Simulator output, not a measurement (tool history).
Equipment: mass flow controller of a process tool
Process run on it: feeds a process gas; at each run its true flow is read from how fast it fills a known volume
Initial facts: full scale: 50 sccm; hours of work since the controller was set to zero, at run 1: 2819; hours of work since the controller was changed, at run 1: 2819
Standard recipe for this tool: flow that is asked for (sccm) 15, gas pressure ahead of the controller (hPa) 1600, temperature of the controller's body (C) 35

run    hour  flow that is asked for (sccm)  gas pressure ahead of the controller (hPa)  temperature of the controller's body (C)  hours of work since the controller was set to zero  hours of work since the controller was changed  true flow (%)
  1     0.0                             15                                        1600                                        35                                                2819                                            2819          98.12
  2   268.8                             11                                        1600                                        35                                                2909                                            2909          97.91
  3   545.9                             15                                        1600                                        30                                                3001                                            3001          98.44
  4   785.8                             15                                        1600                                        30                                                3081                                            3081          98.37
  5   970.2                             15                                        1600                                        30                                                3143                                            3143          98.40
  6  1230.0                             15                                        1600                                        30                                                3229                                            3229          98.29
  7  1445.9                             15                                        1600                                        30                                                3301                                            3301          98.21
  8  1605.7                             15                                        1600                                        30                                                3355                                            3355          98.22
  9  1856.2                             15                                        1600                                        30                                                3438                                            3438          98.01
 10  2118.9                             15                                        1600                                        30                                                3526                                            3526          97.99
 11  2314.9                             15                                        1600                                        30                                                3591                                            3591          98.11
 12  2532.6                             15                                        1600                                        30                                                3664                                            3664          98.10
 13  2757.1                             15                                        2480                                        35                                                3739                                            3739          97.80
 14  2928.8                             15                                        2480                                        35                                                3796                                            3796          97.77
 15  3130.8                             15                                        1600                                        35                                                3863                                            3863          97.40
 16  3369.3                             15                                        1780                                        35                                                3943                                            3943          97.39
 17  3622.5                             29                                        2050                                        22                                                4027                                            4027          99.14
 18  3799.2                             22                                        2610                                        28                                                4086                                            4086          98.44
     3881.6  -- gauge calibrated
 19  3982.0                             15                                        1480                                        35                                                4147                                            4147          97.99
 20  4125.2                             20                                        1600                                        35                                                4195                                            4195          98.07
 21  4279.9                             20                                        1600                                        35                                                4247                                            4247          98.04
 22  4458.7                             20                                        1600                                        35                                                4306                                            4306          97.99
 23  4600.0                              7                                        1880                                        35                                                4353                                            4353          97.89
 24  4802.6                             22                                        2240                                        38                                                4421                                            4421          98.00
 25  5056.3                             25                                        2240                                        38                                                4505                                            4505          97.95
 26  5301.5                             21                                        1740                                        34                                                4587                                            4587          98.03
 27  5438.7                             21                                        1940                                        36                                                4633                                            4633          97.92
 28  5713.0                             15                                        1420                                        24                                                4724                                            4724          98.70
 29  5922.1                             15                                        1420                                        24                                                4794                                            4794          98.62
 30  6226.9                             17                                        1780                                        37                                                4896                                            4896          97.52
 31  6429.8                             38                                        1780                                        37                                                4963                                            4963          97.93
 32  6666.8                             38                                        1780                                        37                                                5042                                            5042          97.87

Each row is a separate what-if for the run after 32, all from the same tool condition, not one after another. Results?
  A  6969.4                             15                                        1600                                        34                                                5143                                            5143              ?
  B  6969.4                             15                                        1500                                        35                                                5143                                            5143              ?
  C  6969.4                             11                                        1780                                        37                                                5143                                            5143              ?
  D  6969.4                             15                                        2500                                        36                                                5143                                            5143              ?
  E  6969.4                             38                                        1780                                        29                                                5143                                            5143              ?

run  true flow (%)
  A          97.62
  B          97.31
  C          97.18
  D          97.81
  E          98.60
Take away the tool's hidden state, keep each run's random variation, and the runs would have read:
run  true flow (%)
  A          98.26
  B          97.94
  C          97.81
  D          98.44
  E          99.25
